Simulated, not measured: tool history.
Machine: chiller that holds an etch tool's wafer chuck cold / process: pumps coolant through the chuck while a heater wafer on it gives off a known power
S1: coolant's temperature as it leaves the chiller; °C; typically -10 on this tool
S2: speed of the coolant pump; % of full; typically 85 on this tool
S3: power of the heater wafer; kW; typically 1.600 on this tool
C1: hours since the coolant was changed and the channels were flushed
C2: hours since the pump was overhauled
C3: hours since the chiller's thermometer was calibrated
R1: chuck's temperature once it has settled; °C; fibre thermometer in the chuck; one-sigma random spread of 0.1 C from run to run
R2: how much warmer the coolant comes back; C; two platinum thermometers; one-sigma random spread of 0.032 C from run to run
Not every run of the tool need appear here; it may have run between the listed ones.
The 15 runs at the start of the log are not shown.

run      day   S1  S2     S3    C1    C2    C3    R1    R2
 16   60.262  -10  85  1.600  7208  4766  1265   6.1  3.95
 17   65.133  -10  85  1.600  7325  4883  1382   6.3  3.98
 18   67.654   -7  64  1.600  7385  4943  1442  13.7  5.36
 19   72.229   -9  64  1.513  7495  5053  1552  10.5  5.03
 20   75.675   -9  64  1.513  7578  5136  1635  10.8  4.97
 21   80.746   -9  64  1.513  7699  5257  1757  10.8  4.99
 22   83.408   -1  80  1.600  7763  5321  1821  16.7  4.22
 23   86.150   -1  80  1.600  7829  5387  1886  16.7  4.30
 24   92.012   -1  80  1.600  7970  5528  2027  16.4  4.24
 25   97.596   -1  80  1.600  8104  5662  2161  16.8  4.26
 26  101.096   -4  72  1.600  8188  5746  2245  15.4  4.78

Run 27, settings as shown, results not yet in. Your forecast:
 27  104.333  -10  85  2.075  8265  5823  2323   ?   ?

R1: 12.0 °C
R2: 5.22 C
Had the tool carried no hidden state, the very same run would have given R1 7.0 °C, R2 4.78 C.
